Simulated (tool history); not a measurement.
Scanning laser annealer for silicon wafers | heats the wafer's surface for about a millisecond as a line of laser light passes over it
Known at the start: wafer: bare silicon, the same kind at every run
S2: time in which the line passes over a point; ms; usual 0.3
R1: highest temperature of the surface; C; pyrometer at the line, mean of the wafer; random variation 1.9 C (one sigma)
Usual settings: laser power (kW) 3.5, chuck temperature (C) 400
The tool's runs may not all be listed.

{"run": 1, "hour": 0.0, "laser power (kW)": 3.5, "S2": 0.3, "chuck temperature (C)": 400, "R1": 1151}
{"run": 2, "hour": 6.6, "laser power (kW)": 3.5, "S2": 0.3, "chuck temperature (C)": 400, "R1": 1151}
{"run": 3, "hour": 18.3, "laser power (kW)": 3.5, "S2": 0.3, "chuck temperature (C)": 400, "R1": 1153}
{"run": 4, "hour": 27.3, "laser power (kW)": 3.5, "S2": 0.3, "chuck temperature (C)": 400, "R1": 1154}
{"run": 5, "hour": 34.4, "laser power (kW)": 3.5, "S2": 0.3, "chuck temperature (C)": 400, "R1": 1153}
{"run": 6, "hour": 44.8, "laser power (kW)": 3.5, "S2": 0.3, "chuck temperature (C)": 400, "R1": 1152}
{"run": 7, "hour": 51.7, "laser power (kW)": 3.5, "S2": 0.342, "chuck temperature (C)": 400, "R1": 1197}
{"run": 8, "hour": 56.9, "laser power (kW)": 3.5, "S2": 0.342, "chuck temperature (C)": 400, "R1": 1194}
{"hour": 59.7, "done": "window over the wafer cleaned"}
{"run": 9, "hour": 64.4, "laser power (kW)": 3.5, "S2": 0.3, "chuck temperature (C)": 400, "R1": 1147}
{"run": 10, "hour": 69.5, "laser power (kW)": 3.328, "S2": 0.3, "chuck temperature (C)": 400, "R1": 1096}
{"run": 11, "hour": 75.1, "laser power (kW)": 3.328, "S2": 0.3, "chuck temperature (C)": 400, "R1": 1101}

Run 12 comes next. What will it give?
{"run": 12, "hour": 80.0, "laser power (kW)": 3.328, "S2": 0.3, "chuck temperature (C)": 400, "R1": "?"}

R1: 1095 C
Without the tool's hidden state the same run would have given R1 1107 C.

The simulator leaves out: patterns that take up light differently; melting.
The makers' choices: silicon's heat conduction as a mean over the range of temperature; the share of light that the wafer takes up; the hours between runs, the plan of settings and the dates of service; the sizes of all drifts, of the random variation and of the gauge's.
